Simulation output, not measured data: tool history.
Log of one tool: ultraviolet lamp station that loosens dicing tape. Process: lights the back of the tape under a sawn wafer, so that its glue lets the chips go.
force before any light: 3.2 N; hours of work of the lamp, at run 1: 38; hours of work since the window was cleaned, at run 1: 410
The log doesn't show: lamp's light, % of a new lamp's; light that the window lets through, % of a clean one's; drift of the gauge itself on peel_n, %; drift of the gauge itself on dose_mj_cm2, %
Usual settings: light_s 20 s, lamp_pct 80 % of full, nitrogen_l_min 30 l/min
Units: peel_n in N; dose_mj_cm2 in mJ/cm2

run	hour	light_s	lamp_pct	nitrogen_l_min	hours of work of the lamp	hours of work since the window was cleaned	peel_n	dose_mj_cm2
1	0	20	80	30	38	410	0.294	413
2	24.1	20	80	30	49	421	0.317	410
3	45.3	15	80	30	59	431	0.457	304
4	68.2	20	95	30	70	442	0.264	476
5	92.7	20	80	30	81	453	0.317	396
6	104.4	20	80	30	87	459	0.33	391
# hour 118.4: window cleaned of glue's vapour
7	124.2	20	80	30	96	3	0.326	382
8	137.9	20	80	30	102	9	0.334	387
9	157.8	31	80	30	112	19	0.245	586
# hour 171.5: window cleaned of glue's vapour, once more
10	173.9	31	80	30	119	1	0.24	693
11	186.5	31	82	30	125	7	0.234	700
12	198.7	19	80	30	131	13	0.3	419
13	217.5	19	80	30	140	22	0.311	419
14	237.9	19	80	30	149	31	0.307	410
15	255.3	19	80	30	157	39	0.308	412
16	271.3	11	80	27	165	47	0.646	240
17	284.3	12	69	27	171	53	0.71	224
18	297.3	12	69	27	177	59	0.724	220
19	308.2	11	80	16	182	64	0.867	233
20	329.8	25	70	30	192	74	0.293	461
21	346.6	19	80	30	200	82	0.332	399
22	370.6	20	95	14	212	94	0.365	497
23	389.2	38	64	53	220	102	0.23	627
24	404.4	38	64	53	228	110	0.23	624
25	416.8	20	66	30	233	115	0.403	336
26	436.7	23	73	20	243	125	0.373	424
27	455.3	23	73	20	251	134	0.355	424

5 ways to go on from here, each from the tool as it stands after run 27. What would each give?
A	468.3	10	60	45	258	140	?	?
B	468.3	23	88	15	258	140	?	?
C	468.3	23	69	45	258	140	?	?
D	468.3	26	61	25	258	140	?	?
E	468.3	20	80	60	258	140	?	?

run	peel_n	dose_mj_cm2
A	0.914	145
B	0.334	503
C	0.282	397
D	0.355	399
E	0.266	401
Without the tool's hidden state the same runs would have given:
run	peel_n	dose_mj_cm2
A	0.716	180
B	0.271	619
C	0.246	489
D	0.287	491
E	0.24	494

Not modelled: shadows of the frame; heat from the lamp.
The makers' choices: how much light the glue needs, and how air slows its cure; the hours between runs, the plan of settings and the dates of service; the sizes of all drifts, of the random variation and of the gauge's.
